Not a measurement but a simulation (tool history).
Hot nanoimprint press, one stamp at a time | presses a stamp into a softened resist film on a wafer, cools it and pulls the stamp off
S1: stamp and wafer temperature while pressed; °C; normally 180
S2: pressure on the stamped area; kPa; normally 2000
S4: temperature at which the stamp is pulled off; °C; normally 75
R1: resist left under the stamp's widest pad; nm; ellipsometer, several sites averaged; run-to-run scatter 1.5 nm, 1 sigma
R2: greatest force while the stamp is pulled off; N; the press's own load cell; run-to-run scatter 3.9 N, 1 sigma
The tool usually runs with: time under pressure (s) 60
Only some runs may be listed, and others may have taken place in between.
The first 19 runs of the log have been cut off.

run 20 hour=388.4 | S1=180 S2=2410 time_under_pressure_(s)=60 S4=75 | R1=329.5 R2=194
run 21 hour=402.9 | S1=176 S2=2910 time_under_pressure_(s)=91 S4=67 | R1=314.4 R2=228
run 22 hour=416.7 | S1=182 S2=2000 time_under_pressure_(s)=60 S4=70 | R1=327.2 R2=214
run 23 hour=441.6 | S1=191 S2=2000 time_under_pressure_(s)=60 S4=77 | R1=217.2 R2=180
run 24 hour=455.7 | S1=191 S2=2000 time_under_pressure_(s)=60 S4=77 | R1=217.3 R2=182
run 25 hour=477.0 | S1=191 S2=2000 time_under_pressure_(s)=60 S4=77 | R1=217.0 R2=182
run 26 hour=490.0 | S1=179 S2=2000 time_under_pressure_(s)=55 S4=77 | R1=382.7 R2=187
run 27 hour=514.7 | S1=179 S2=1370 time_under_pressure_(s)=55 S4=77 | R1=446.5 R2=184
run 28 hour=542.3 | S1=178 S2=1490 time_under_pressure_(s)=91 S4=65 | R1=386.3 R2=235
run 29 hour=556.8 | S1=180 S2=1830 time_under_pressure_(s)=89 S4=75 | R1=325.7 R2=196
run 30 hour=572.0 | S1=180 S2=1830 time_under_pressure_(s)=89 S4=75 | R1=324.5 R2=189

Branching from run 30: 3 alternative next runs. What would each branch give?
run A hour=593.7 | S1=180 S2=1730 time_under_pressure_(s)=78 S4=62 | R1=? R2=?
run B hour=593.7 | S1=180 S2=2230 time_under_pressure_(s)=89 S4=75 | R1=? R2=?
run C hour=593.7 | S1=192 S2=2920 time_under_pressure_(s)=89 S4=65 | R1=? R2=?

run=A R1=349.0 R2=250
run=B R1=293.2 R2=196
run=C R1=143.0 R2=237
Without the tool's unlogged condition, the same runs would have read:
run=A R1=355.6 R2=246
run=B R1=298.6 R2=193
run=C R1=145.6 R2=234
